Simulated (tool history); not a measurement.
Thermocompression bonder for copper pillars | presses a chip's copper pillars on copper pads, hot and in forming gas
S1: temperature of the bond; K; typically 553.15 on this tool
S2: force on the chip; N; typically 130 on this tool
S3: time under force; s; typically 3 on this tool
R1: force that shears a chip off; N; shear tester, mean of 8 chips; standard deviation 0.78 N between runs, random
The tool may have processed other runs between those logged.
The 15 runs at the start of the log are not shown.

run 16 hour=107.5 | S1=553.15 S2=130 S3=3 | R1=58.8
run 17 hour=117.0 | S1=540.15 S2=130 S3=3 | R1=52.0
run 18 hour=121.3 | S1=540.15 S2=130 S3=3 | R1=53.0
run 19 hour=127.8 | S1=540.15 S2=130 S3=3 | R1=53.1
run 20 hour=134.9 | S1=553.15 S2=130 S3=3 | R1=57.3
run 21 hour=140.8 | S1=553.15 S2=130 S3=3 | R1=57.9
run 22 hour=150.3 | S1=524.15 S2=119 S3=3 | R1=41.7
run 23 hour=156.0 | S1=545.15 S2=150 S3=3 | R1=59.8
run 24 hour=160.1 | S1=545.15 S2=150 S3=3 | R1=58.8
run 25 hour=164.4 | S1=545.15 S2=150 S3=3 | R1=57.9
run 26 hour=170.3 | S1=540.15 S2=144 S3=4 | R1=60.8
run 27 hour=175.1 | S1=578.15 S2=101 S3=3 | R1=60.4
run 28 hour=182.4 | S1=536.15 S2=130 S3=5 | R1=57.7
run 29 hour=191.6 | S1=536.15 S2=130 S3=5 | R1=57.6
run 30 hour=200.5 | S1=536.15 S2=118 S3=2 | R1=39.8
run 31 hour=209.5 | S1=536.15 S2=118 S3=2 | R1=40.0
run 32 hour=218.1 | S1=553.15 S2=186 S3=3 | R1=70.0
run 33 hour=223.8 | S1=551.15 S2=130 S3=3 | R1=55.6
run 34 hour=229.4 | S1=559.15 S2=79 S3=7 | R1=55.6
run 35 hour=236.8 | S1=529.15 S2=79 S3=3 | R1=32.1
run 36 hour=245.2 | S1=529.15 S2=118 S3=8 | R1=58.7
run 37 hour=251.3 | S1=544.15 S2=100 S3=2 | R1=37.4
run 38 hour=258.9 | S1=544.15 S2=100 S3=2 | R1=38.6
run 39 hour=267.1 | S1=544.15 S2=100 S3=2 | R1=37.3
run 40 hour=273.3 | S1=544.15 S2=100 S3=2 | R1=36.6

Forecast each of these 4 alternatives for the next run:
run A hour=278.0 | S1=544.15 S2=172 S3=2 | R1=?
run B hour=278.0 | S1=569.15 S2=184 S3=2 | R1=?
run C hour=278.0 | S1=527.15 S2=140 S3=3 | R1=?
run D hour=278.0 | S1=573.15 S2=194 S3=2 | R1=?

run=A R1=56.6
run=B R1=69.0
run=C R1=48.0
run=D R1=70.0
Take away the tool's hidden state, keep each run's random variation, and the runs would have read:
run=A R1=59.6
run=B R1=72.7
run=C R1=50.5
run=D R1=73.8
